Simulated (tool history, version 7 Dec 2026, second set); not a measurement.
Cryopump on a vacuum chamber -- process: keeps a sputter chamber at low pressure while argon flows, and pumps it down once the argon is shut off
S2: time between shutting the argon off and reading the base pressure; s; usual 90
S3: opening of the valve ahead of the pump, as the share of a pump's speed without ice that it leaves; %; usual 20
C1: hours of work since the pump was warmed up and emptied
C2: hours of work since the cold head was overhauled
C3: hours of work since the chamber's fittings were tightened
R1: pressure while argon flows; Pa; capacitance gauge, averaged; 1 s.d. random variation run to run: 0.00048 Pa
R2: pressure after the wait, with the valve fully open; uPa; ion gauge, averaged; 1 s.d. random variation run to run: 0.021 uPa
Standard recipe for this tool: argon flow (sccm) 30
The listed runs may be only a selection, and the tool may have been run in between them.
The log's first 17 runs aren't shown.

{"run": 18, "hour": 201.3, "argon flow (sccm)": 30, "S2": 90, "S3": 20, "C1": 199, "C2": 199, "C3": 416, "R1": 0.1438, "R2": 1.3}
{"run": 19, "hour": 209.7, "argon flow (sccm)": 30, "S2": 90, "S3": 20, "C1": 203, "C2": 203, "C3": 420, "R1": 0.1437, "R2": 1.32}
{"run": 20, "hour": 224.0, "argon flow (sccm)": 30, "S2": 90, "S3": 20, "C1": 211, "C2": 211, "C3": 427, "R1": 0.1437, "R2": 1.3}
{"run": 21, "hour": 237.1, "argon flow (sccm)": 25, "S2": 21, "S3": 31, "C1": 217, "C2": 217, "C3": 434, "R1": 0.0781, "R2": 2.32}
{"run": 22, "hour": 251.1, "argon flow (sccm)": 25, "S2": 21, "S3": 31, "C1": 225, "C2": 225, "C3": 441, "R1": 0.0777, "R2": 2.32}
{"run": 23, "hour": 266.9, "argon flow (sccm)": 27, "S2": 21, "S3": 22, "C1": 233, "C2": 233, "C3": 449, "R1": 0.1185, "R2": 2.32}
{"run": 24, "hour": 280.7, "argon flow (sccm)": 30, "S2": 90, "S3": 31, "C1": 240, "C2": 240, "C3": 456, "R1": 0.0926, "R2": 1.39}
{"run": 25, "hour": 295.1, "argon flow (sccm)": 30, "S2": 90, "S3": 31, "C1": 247, "C2": 247, "C3": 464, "R1": 0.0933, "R2": 1.38}
{"run": 26, "hour": 303.7, "argon flow (sccm)": 54, "S2": 122, "S3": 30, "C1": 251, "C2": 251, "C3": 468, "R1": 0.1742, "R2": 1.31}
{"run": 27, "hour": 315.6, "argon flow (sccm)": 16, "S2": 122, "S3": 39, "C1": 257, "C2": 257, "C3": 474, "R1": 0.0395, "R2": 1.31}
{"run": 28, "hour": 330.1, "argon flow (sccm)": 13, "S2": 94, "S3": 23, "C1": 265, "C2": 265, "C3": 481, "R1": 0.0552, "R2": 1.4}
{"run": 29, "hour": 344.9, "argon flow (sccm)": 13, "S2": 94, "S3": 23, "C1": 272, "C2": 272, "C3": 489, "R1": 0.0546, "R2": 1.4}
{"run": 30, "hour": 359.6, "argon flow (sccm)": 59, "S2": 218, "S3": 23, "C1": 280, "C2": 280, "C3": 496, "R1": 0.2474, "R2": 1.25}
{"run": 31, "hour": 369.4, "argon flow (sccm)": 12, "S2": 240, "S3": 20, "C1": 285, "C2": 285, "C3": 502, "R1": 0.0582, "R2": 1.29}
{"run": 32, "hour": 379.4, "argon flow (sccm)": 12, "S2": 240, "S3": 28, "C1": 290, "C2": 290, "C3": 507, "R1": 0.0413, "R2": 1.31}
{"run": 33, "hour": 393.4, "argon flow (sccm)": 12, "S2": 240, "S3": 28, "C1": 297, "C2": 297, "C3": 514, "R1": 0.0412, "R2": 1.29}
{"run": 34, "hour": 404.6, "argon flow (sccm)": 12, "S2": 241, "S3": 34, "C1": 303, "C2": 303, "C3": 520, "R1": 0.0351, "R2": 1.36}

Here are 3 independent what-if runs from the current tool condition. What would each one return?
{"run": "A", "hour": 417.3, "argon flow (sccm)": 17, "S2": 241, "S3": 18, "C1": 309, "C2": 309, "C3": 526, "R1": "?", "R2": "?"}
{"run": "B", "hour": 417.3, "argon flow (sccm)": 54, "S2": 126, "S3": 38, "C1": 309, "C2": 309, "C3": 526, "R1": "?", "R2": "?"}
{"run": "C", "hour": 417.3, "argon flow (sccm)": 24, "S2": 241, "S3": 50, "C1": 309, "C2": 309, "C3": 526, "R1": "?", "R2": "?"}

run=A R1=0.0908 R2=1.31
run=B R1=0.1390 R2=1.42
run=C R1=0.0473 R2=1.32
Had the tool no hidden state, the same runs would have come out as:
run=A R1=0.0900 R2=0.25
run=B R1=0.1364 R2=0.38
run=C R1=0.0461 R2=0.28

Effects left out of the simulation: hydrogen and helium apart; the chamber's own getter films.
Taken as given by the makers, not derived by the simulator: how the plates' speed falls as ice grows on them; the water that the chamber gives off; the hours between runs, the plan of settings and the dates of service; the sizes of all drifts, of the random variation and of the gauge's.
